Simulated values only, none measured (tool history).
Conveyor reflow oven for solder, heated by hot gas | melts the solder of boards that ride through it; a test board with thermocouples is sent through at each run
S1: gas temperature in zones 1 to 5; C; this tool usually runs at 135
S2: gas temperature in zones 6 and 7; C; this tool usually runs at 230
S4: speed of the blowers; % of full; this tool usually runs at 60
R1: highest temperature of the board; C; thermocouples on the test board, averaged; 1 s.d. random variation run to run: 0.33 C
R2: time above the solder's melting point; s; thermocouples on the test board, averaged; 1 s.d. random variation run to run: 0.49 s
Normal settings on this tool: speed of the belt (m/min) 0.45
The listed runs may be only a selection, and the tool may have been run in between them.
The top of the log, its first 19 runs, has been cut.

run 20 hour=465.3 | S1=149 S2=241 speed_of_the_belt_(m/min)=0.45 S4=60 | R1=219.1 R2=75.3
run 21 hour=481.3 | S1=149 S2=241 speed_of_the_belt_(m/min)=0.45 S4=60 | R1=219.2 R2=75.5
run 22 hour=514.9 | S1=149 S2=241 speed_of_the_belt_(m/min)=0.45 S4=60 | R1=219.1 R2=74.9
run 23 hour=541.2 | S1=149 S2=241 speed_of_the_belt_(m/min)=0.45 S4=60 | R1=218.6 R2=76.8
run 24 hour=572.9 | S1=142 S2=241 speed_of_the_belt_(m/min)=0.461 S4=61 | R1=216.6 R2=68
run 25 hour=592.7 | S1=144 S2=231 speed_of_the_belt_(m/min)=0.461 S4=61 | R1=209.7 R2=59.3
run 26 hour=613.5 | S1=144 S2=231 speed_of_the_belt_(m/min)=0.461 S4=61 | R1=209.3 R2=61.5
run 27 hour=632.5 | S1=144 S2=231 speed_of_the_belt_(m/min)=0.461 S4=61 | R1=208.6 R2=60.3
run 28 hour=649.3 | S1=135 S2=230 speed_of_the_belt_(m/min)=0.477 S4=60 | R1=204.8 R2=47.4
run 29 hour=671.2 | S1=135 S2=230 speed_of_the_belt_(m/min)=0.477 S4=60 | R1=204.4 R2=48.3
run 30 hour=686.1 | S1=135 S2=230 speed_of_the_belt_(m/min)=0.477 S4=60 | R1=205 R2=47.2

Consider 4 possible next runs. They are alternatives, not a sequence: every one starts from the tool as it was left by run 30. What does each give?
run A hour=719.6 | S1=127 S2=230 speed_of_the_belt_(m/min)=0.395 S4=60 | R1=? R2=?
run B hour=719.6 | S1=131 S2=234 speed_of_the_belt_(m/min)=0.45 S4=60 | R1=? R2=?
run C hour=719.6 | S1=135 S2=236 speed_of_the_belt_(m/min)=0.477 S4=88 | R1=? R2=?
run D hour=719.6 | S1=137 S2=230 speed_of_the_belt_(m/min)=0.51 S4=73 | R1=? R2=?

run=A R1=209.8 R2=65.2
run=B R1=208.7 R2=55.9
run=C R1=215 R2=62.4
run=D R1=205.6 R2=47.1
With no hidden state in the tool, these same runs would have given:
run=A R1=209.9 R2=65.4
run=B R1=208.8 R2=56
run=C R1=215.1 R2=62.5
run=D R1=205.7 R2=47.2

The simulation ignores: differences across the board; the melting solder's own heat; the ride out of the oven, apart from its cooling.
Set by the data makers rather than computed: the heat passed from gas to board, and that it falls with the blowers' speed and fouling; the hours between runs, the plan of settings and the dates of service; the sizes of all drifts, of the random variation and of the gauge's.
